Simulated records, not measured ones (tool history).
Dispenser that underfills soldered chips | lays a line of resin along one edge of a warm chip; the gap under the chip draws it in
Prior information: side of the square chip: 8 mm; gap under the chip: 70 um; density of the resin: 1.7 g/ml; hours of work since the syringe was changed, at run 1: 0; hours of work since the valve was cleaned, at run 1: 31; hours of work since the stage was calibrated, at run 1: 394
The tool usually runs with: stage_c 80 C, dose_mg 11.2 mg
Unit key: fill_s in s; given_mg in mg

run	hour	stage_c	dose_mg	hours of work since the syringe was changed	hours of work since the valve was cleaned	hours of work since the stage was calibrated	fill_s	given_mg
1	0	80	11.2	0	31	394	32.7	11.04
# hour 9.3: new syringe of resin
2	11.5	80	11.2	2	40	403	36.1	11.02
# hour 18.5: new syringe of resin
3	24.1	80	10.6	4	49	412	46.1	10.38
# hour 28.3: new syringe of resin
4	34.9	80	10.6	5	57	421	49	10.35
# hour 37.4: new syringe of resin
# hour 41.6: dispensing valve cleaned and set on the balance
5	42.8	80	10.6	3	1	426	42.4	10.63
# hour 47.5: new syringe of resin
6	55.7	80	11.2	6	11	435	52.2	11.15
# hour 57: new syringe of resin
7	65.2	80	11.2	6	18	443	53.4	11.15
# hour 66.6: new syringe of resin
8	74.1	80	11.2	6	25	449	50.3	11.07

What will run 9 give?
# hour 76.3: new syringe of resin
9	81.8	80	13.8	4	30	455	?	?

fill_s: 43.5 s
given_mg: 13.62 mg
The same run, on a tool lacking any hidden state, would have yielded fill_s 29 s, given_mg 13.79 mg.
